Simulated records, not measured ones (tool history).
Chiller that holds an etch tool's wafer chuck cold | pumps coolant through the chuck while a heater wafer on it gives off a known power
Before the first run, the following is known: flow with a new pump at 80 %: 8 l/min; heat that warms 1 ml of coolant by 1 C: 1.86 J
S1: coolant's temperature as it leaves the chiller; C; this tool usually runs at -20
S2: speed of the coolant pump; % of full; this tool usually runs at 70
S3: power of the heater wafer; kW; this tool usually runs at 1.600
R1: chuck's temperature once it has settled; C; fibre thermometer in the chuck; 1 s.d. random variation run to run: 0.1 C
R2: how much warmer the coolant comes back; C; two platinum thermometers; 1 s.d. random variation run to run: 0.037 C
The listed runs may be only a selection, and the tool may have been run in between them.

run 1 day=0.000 | S1=-20 S2=70 S3=1.600 | R1=-6.0 R2=7.48
run 2 day=8.129 | S1=-20 S2=70 S3=1.600 | R1=-6.0 R2=7.42
run 3 day=15.225 | S1=-20 S2=70 S3=1.600 | R1=-6.0 R2=7.37
run 4 day=24.446 | S1=-20 S2=70 S3=1.600 | R1=-5.8 R2=7.44
run 5 day=32.075 | S1=-20 S2=70 S3=1.600 | R1=-6.2 R2=7.42
run 6 day=39.600 | S1=-20 S2=70 S3=1.600 | R1=-6.0 R2=7.36
run 7 day=43.700 | S1=-21 S2=70 S3=1.600 | R1=-6.8 R2=7.42
-- day=45.492 chiller's thermometer calibrated
run 8 day=49.067 | S1=-21 S2=70 S3=0.990 | R1=-12.3 R2=4.63
run 9 day=55.104 | S1=-21 S2=70 S3=0.990 | R1=-12.4 R2=4.54
run 10 day=64.142 | S1=-21 S2=70 S3=0.990 | R1=-12.3 R2=4.58

Run 11 is up next; what results do you expect?
run 11 day=69.517 | S1=-20 S2=69 S3=1.123 | R1=? R2=?

Run 11 gave R1 -9.9 C, R2 5.28 C.
Were there no unlogged condition in the tool, this run, its random variation unchanged, would have produced R1 -9.9 C, R2 5.36 C.
